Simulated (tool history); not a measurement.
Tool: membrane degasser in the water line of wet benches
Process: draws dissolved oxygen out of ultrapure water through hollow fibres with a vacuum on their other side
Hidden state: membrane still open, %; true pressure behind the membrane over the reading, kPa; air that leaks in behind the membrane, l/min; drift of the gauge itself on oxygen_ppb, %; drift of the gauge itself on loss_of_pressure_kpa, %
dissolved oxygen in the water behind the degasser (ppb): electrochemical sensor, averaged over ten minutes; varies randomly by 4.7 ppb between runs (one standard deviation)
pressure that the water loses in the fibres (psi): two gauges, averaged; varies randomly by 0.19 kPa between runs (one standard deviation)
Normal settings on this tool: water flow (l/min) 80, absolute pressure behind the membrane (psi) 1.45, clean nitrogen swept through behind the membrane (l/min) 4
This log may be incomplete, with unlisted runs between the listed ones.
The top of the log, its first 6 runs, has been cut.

| run | hour | water flow (l/min) | absolute pressure behind the membrane (psi) | clean nitrogen swept through behind the membrane (l/min) | hours since the membrane was changed | hours since the vacuum gauge was calibrated | hours since the vacuum lines were made tight | dissolved oxygen in the water behind the degasser (ppb) | pressure that the water loses in the fibres (psi) |
|---|---|---|---|---|---|---|---|---|---|
| 7 | 1307.3 | 80 | 1.45 | 3.11 | 1615 | 5342 | 2027 | 563.5 | 5.453 |
| 8 | 1434.3 | 80 | 1.45 | 4 | 1742 | 5469 | 2154 | 494.6 | 5.432 |
| 9 | 1581.6 | 80 | 1.45 | 4 | 1889 | 5616 | 2301 | 502.5 | 5.429 |
| 10 | 1763 | 80 | 1.45 | 4 | 2070 | 5798 | 2483 | 513.2 | 5.455 |
| 11 | 2071.6 | 80 | 1.45 | 4 | 2379 | 6106 | 2791 | 510.8 | 5.511 |
| 12 | 2282.6 | 80 | 1.45 | 4 | 2590 | 6317 | 3002 | 504.2 | 5.458 |
| 13 | 2428.5 | 80 | 1.45 | 4 | 2736 | 6463 | 3148 | 513.3 | 5.484 |
| 14 | 2634.3 | 80 | 1.45 | 4 | 2942 | 6669 | 3354 | 515.3 | 5.603 |
| 15 | 2795 | 52 | 1.45 | 4 | 3102 | 6830 | 3515 | 275.4 | 3.617 |
| 16 | 2995.9 | 52 | 1.45 | 4 | 3303 | 7031 | 3716 | 271.4 | 3.632 |

Run 17, settings as shown, results not yet in. Your forecast:
| 17 | 3219.6 | 84 | 0.96 | 11.06 | 3527 | 7254 | 3939 | ? | ? |

For run 17 the tool returned dissolved oxygen in the water behind the degasser (ppb) 308.1, pressure that the water loses in the fibres (psi) 5.733.
On a tool with no hidden condition, and with the same random variation, this run would have come out at dissolved oxygen in the water behind the degasser (ppb) 268.2, pressure that the water loses in the fibres (psi) 5.524.
